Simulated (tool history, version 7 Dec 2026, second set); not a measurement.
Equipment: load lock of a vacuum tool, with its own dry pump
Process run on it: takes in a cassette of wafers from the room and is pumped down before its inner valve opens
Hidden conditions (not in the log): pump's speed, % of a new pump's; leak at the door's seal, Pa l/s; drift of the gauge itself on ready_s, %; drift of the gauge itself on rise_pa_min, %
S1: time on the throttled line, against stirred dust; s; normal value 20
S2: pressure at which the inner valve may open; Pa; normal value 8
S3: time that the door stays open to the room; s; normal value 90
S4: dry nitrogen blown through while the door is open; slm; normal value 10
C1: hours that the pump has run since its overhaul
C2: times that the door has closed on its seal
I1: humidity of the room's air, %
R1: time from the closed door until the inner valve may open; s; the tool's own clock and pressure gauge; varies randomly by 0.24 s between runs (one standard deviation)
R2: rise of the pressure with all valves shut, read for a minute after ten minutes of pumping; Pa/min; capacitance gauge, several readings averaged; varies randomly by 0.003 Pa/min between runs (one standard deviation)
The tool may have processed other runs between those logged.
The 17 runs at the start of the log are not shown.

run    hour  S1  S2   S3  S4     C1     C2    I1    R1     R2
 18  3413.2  26   8   90  10  10908   4586  47.9  39.6  0.064
 19  3553.1  26   8   90  10  11048   5064  45.5  39.0  0.065
 20  3681.5  26   8   90  10  11176   5504  44.1  38.8  0.071
 21  3837.1  12  13   93   5  11332   6036  44.7  25.8  0.090
 22  4114.6  12  13   93   5  11609   6985  45.7  25.8  0.095
 23  4242.5  12  13   93   5  11737   7423  43.6  25.8  0.088
 24  4512.6  35  15   65   6  12007   8347  42.6  46.0  0.092
 25  4763.5  35  15   65   6  12258   9205  43.1  46.1  0.098
 26  5059.0  20   8   90   6  12554  10216  46.2  33.8  0.126
 27  5276.7  15   8   90  10  12771  10960  42.8  29.9  0.121
 28  5524.4  15   8   90  10  13019  11808  44.8  30.1  0.134
 29  5701.3  20   8   28  24  13196  12413  46.0  34.0  0.120
 30  5869.1  14   7   59  11  13364  12987  44.3  29.0  0.149
 31  6142.8  24  13   88  13  13637  13923  47.8  36.7  0.158
 32  6289.7  31   9   70  11  13784  14426  44.3  44.0  0.164
 33  6550.7  24   6   90  10  14045  15319  42.6  38.3  0.182
 34  6680.5  17   8   44  10  14175  15762  43.3  31.5  0.182
 35  6863.7  37  12   90  36  14358  16389  47.9  48.1  0.190
 36  7058.7  20  13  226  10  14553  17056  44.2  33.6  0.241

4 options for the next run, each taken on its own from the tool as it stands now. Forecast them:
  A  7227.7  32  13  226  22  14722  17634  51.6   ?   ?
  B  7227.7  20  12  226  10  14722  17634  45.6   ?   ?
  C  7227.7  15   8   90  20  14722  17634  43.9   ?   ?
  D  7227.7  20   8   90   6  14722  17634  47.9   ?   ?

run    R1     R2
  A  43.6  0.227
  B  33.3  0.248
  C  29.7  0.215
  D  34.1  0.229
Had the tool no hidden state, the same runs would have come out as:
run    R1     R2
  A  42.2  0.041
  B  31.7  0.061
  C  28.0  0.027
  D  32.5  0.045
